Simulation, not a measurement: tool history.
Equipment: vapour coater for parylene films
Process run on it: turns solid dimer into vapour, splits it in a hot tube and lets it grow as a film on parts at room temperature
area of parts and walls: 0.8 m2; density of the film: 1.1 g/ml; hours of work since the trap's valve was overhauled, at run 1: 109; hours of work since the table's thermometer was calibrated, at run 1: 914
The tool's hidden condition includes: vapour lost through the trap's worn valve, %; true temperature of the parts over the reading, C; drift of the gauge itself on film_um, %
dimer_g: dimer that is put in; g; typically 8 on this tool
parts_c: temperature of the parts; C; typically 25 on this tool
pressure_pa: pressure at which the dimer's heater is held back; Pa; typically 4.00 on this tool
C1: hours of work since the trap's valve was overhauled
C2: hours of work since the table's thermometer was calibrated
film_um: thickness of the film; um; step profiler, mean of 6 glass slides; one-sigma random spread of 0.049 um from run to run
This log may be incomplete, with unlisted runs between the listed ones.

Run 1, hour 0.0: usual settings; C1 109; C2 914. Result: film_um 5.37 um.
Run 2, hour 28.8: usual settings; C1 132; C2 937. Result: film_um 5.23 um.
Run 3, hour 70.8: usual settings; C1 166; C2 971. Result: film_um 5.27 um.
Run 4, hour 104.6: usual settings; C1 193; C2 998. Result: film_um 5.26 um.
At hour 131.8: trap's valve overhauled.
Run 5, hour 151.0: usual settings; C1 16; C2 1032. Result: film_um 5.48 um.
Run 6, hour 178.2: usual settings; C1 38; C2 1054. Result: film_um 5.46 um.
Run 7, hour 198.8: usual settings but parts_c 22 C; C1 54; C2 1071. Result: film_um 5.99 um.
Run 8, hour 220.6: usual settings but parts_c 22 C; C1 72; C2 1088. Result: film_um 5.88 um.
Run 9, hour 265.9: usual settings but parts_c 22 C; C1 108; C2 1125. Result: film_um 5.89 um.
Run 10, hour 309.4: usual settings but parts_c 22 C; C1 143; C2 1160. Result: film_um 5.75 um.
Run 11, hour 353.1: usual settings but parts_c 22 C; C1 179; C2 1196. Result: film_um 5.69 um.
At hour 399.2: trap's valve overhauled.
Run 12, hour 405.4: usual settings but parts_c 22 C; C1 5; C2 1235. Result: film_um 6.04 um.
Run 13, hour 425.9: usual settings but parts_c 22 C; C1 22; C2 1251. Result: film_um 6.08 um.
Run 14, hour 459.7: usual settings but parts_c 22 C; C1 49; C2 1278. Result: film_um 6.07 um.
At hour 462.7: table's thermometer calibrated.
Run 15, hour 507.6: usual settings but parts_c 22 C; C1 87; C2 36. Result: film_um 5.83 um.
At hour 538.0: table's thermometer calibrated, once more.
Run 16, hour 550.3: usual settings; C1 120; C2 10. Result: film_um 5.59 um.
Run 17, hour 595.1: usual settings; C1 157; C2 46. Result: film_um 5.44 um.
Run 18, hour 640.3: usual settings; C1 193; C2 83. Result: film_um 5.37 um.
At hour 667.7: trap's valve overhauled.
Run 19, hour 673.7: usual settings; C1 5; C2 106. Result: film_um 5.62 um.
Run 20, hour 713.7: usual settings but dimer_g 5 g; C1 37; C2 139. Result: film_um 3.52 um.
Run 21, hour 756.3: usual settings but dimer_g 5 g, parts_c 35 C, pressure_pa 7.79 Pa; C1 72; C2 173. Result: film_um 2.31 um.
Run 22, hour 799.4: usual settings but dimer_g 5 g, parts_c 21 C, pressure_pa 10.61 Pa; C1 106; C2 208. Result: film_um 3.28 um.
Run 23, hour 844.7: usual settings but dimer_g 9 g, pressure_pa 2.53 Pa; C1 143; C2 245. Result: film_um 6.60 um.
Run 24, hour 885.6: usual settings but dimer_g 3 g, parts_c 26 C, pressure_pa 2.46 Pa; C1 176; C2 278. Result: film_um 2.12 um.
At hour 935.2: trap's valve overhauled.
Run 25, hour 937.4: usual settings but dimer_g 3 g, parts_c 26 C, pressure_pa 2.46 Pa; C1 2; C2 316. Result: film_um 2.16 um.
Run 26, hour 982.5: usual settings but dimer_g 3 g, parts_c 23 C, pressure_pa 8.75 Pa; C1 38; C2 353. Result: film_um 1.88 um.
Run 27, hour 1002.6: usual settings but dimer_g 3 g, parts_c 23 C, pressure_pa 8.75 Pa; C1 54; C2 369. Result: film_um 1.90 um.
Run 28, hour 1027.1: usual settings but dimer_g 3 g, parts_c 23 C, pressure_pa 8.75 Pa; C1 74; C2 389. Result: film_um 1.89 um.
Run 29, hour 1054.0: usual settings but parts_c 26 C; C1 96; C2 410. Result: film_um 5.32 um.
Run 30, hour 1096.3: usual settings but parts_c 26 C; C1 130; C2 444. Result: film_um 5.31 um.
Run 31, hour 1143.2: usual settings but parts_c 26 C; C1 168; C2 482. Result: film_um 5.12 um.
Run 32, hour 1164.6: usual settings but dimer_g 3 g, pressure_pa 8.39 Pa; C1 185; C2 500. Result: film_um 1.73 um.
Run 33, hour 1184.4: usual settings but dimer_g 3 g, pressure_pa 8.39 Pa; C1 201; C2 516. Result: film_um 1.73 um.
At hour 1203.6: trap's valve overhauled.
Run 34, hour 1223.3: usual settings but dimer_g 11 g, parts_c 33 C, pressure_pa 6.33 Pa; C1 16; C2 544. Result: film_um 5.62 um.
Run 35, hour 1267.7: usual settings but dimer_g 5 g, parts_c 21 C, pressure_pa 3.28 Pa; C1 52; C2 580. Result: film_um 3.97 um.
Run 36, hour 1305.9: usual settings but dimer_g 7 g, pressure_pa 2.34 Pa; C1 83; C2 611. Result: film_um 5.18 um.
Run 37, hour 1350.8: usual settings but dimer_g 7 g, pressure_pa 2.34 Pa; C1 119; C2 647. Result: film_um 5.18 um.
Run 38, hour 1383.3: usual settings but dimer_g 5 g, pressure_pa 2.34 Pa; C1 145; C2 673. Result: film_um 3.62 um.
Run 39, hour 1406.5: usual settings but dimer_g 12 g, parts_c 23 C, pressure_pa 10.49 Pa; C1 164; C2 692. Result: film_um 7.08 um.

The logged runs with the hidden state left out (each run's random variation unchanged):
run  film_um
  1     5.65
  2     5.53
  3     5.63
  4     5.66
  5     5.62
  6     5.64
  7     6.21
  8     6.13
  9     6.21
 10     6.13
 11     6.14
 12     6.15
 13     6.22
 14     6.26
 15     6.15
 16     5.78
 17     5.69
 18     5.69
 19     5.64
 20     3.56
 21     2.36
 22     3.39
 23     6.90
 24     2.24
 25     2.19
 26     1.92
 27     1.95
 28     1.96
 29     5.53
 30     5.58
 31     5.46
 32     1.85
 33     1.86
 34     5.73
 35     4.08
 36     5.38
 37     5.45
 38     3.83
 39     7.53
